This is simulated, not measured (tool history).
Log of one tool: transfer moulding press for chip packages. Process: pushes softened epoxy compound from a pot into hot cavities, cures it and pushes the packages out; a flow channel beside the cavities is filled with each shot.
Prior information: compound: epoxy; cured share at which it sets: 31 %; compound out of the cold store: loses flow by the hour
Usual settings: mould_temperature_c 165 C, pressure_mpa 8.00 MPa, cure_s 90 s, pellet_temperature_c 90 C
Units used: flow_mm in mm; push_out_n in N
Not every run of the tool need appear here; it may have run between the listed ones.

run	hour	mould_temperature_c	pressure_mpa	cure_s	pellet_temperature_c	incoming compound's hours out of the cold store	flow_mm	push_out_n
1	0.0	165	8.00	90	90	27.7	528	452
# hour 8.7: cavities cleaned with cleaning compound and waxed
2	15.0	165	8.00	90	90	14.2	549	582
3	31.9	165	8.00	90	90	25.6	526	570
4	49.0	165	8.00	90	90	40.1	501	535
5	60.1	165	8.00	90	90	33.9	511	546
6	76.2	165	8.00	90	90	21.6	529	515
7	84.9	165	8.00	90	90	36.2	503	527
# hour 92.3: plunger's sealing rings changed
# hour 96.9: cavities cleaned with cleaning compound and waxed, once more
8	103.9	165	8.82	90	90	21.6	580	294
9	112.5	161	8.00	96	90	11.3	581	395
10	123.3	161	8.00	96	90	37.0	534	397
11	133.2	161	8.00	96	90	44.3	515	440
12	141.7	165	8.77	90	82	16.4	585	424
13	157.7	165	8.77	90	82	19.9	579	451
14	172.7	165	8.00	100	96	15.5	554	386
15	189.8	165	8.00	106	84	42.2	510	383
# hour 195.5: cavities cleaned with cleaning compound and waxed
16	202.0	159	8.00	86	90	25.8	550	495

3 options for the next run, each taken on its own from the tool as it stands now. Forecast them:
A	219.1	165	8.00	85	93	18.6	?	?
B	219.1	165	8.00	121	90	22.2	?	?
C	219.1	165	6.46	90	92	38.7	?	?

run	flow_mm	push_out_n
A	542	393
B	538	266
C	456	345
Stripped of hidden state, with their random variation kept, the same runs would have yielded:
run	flow_mm	push_out_n
A	560	294
B	556	197
C	471	258
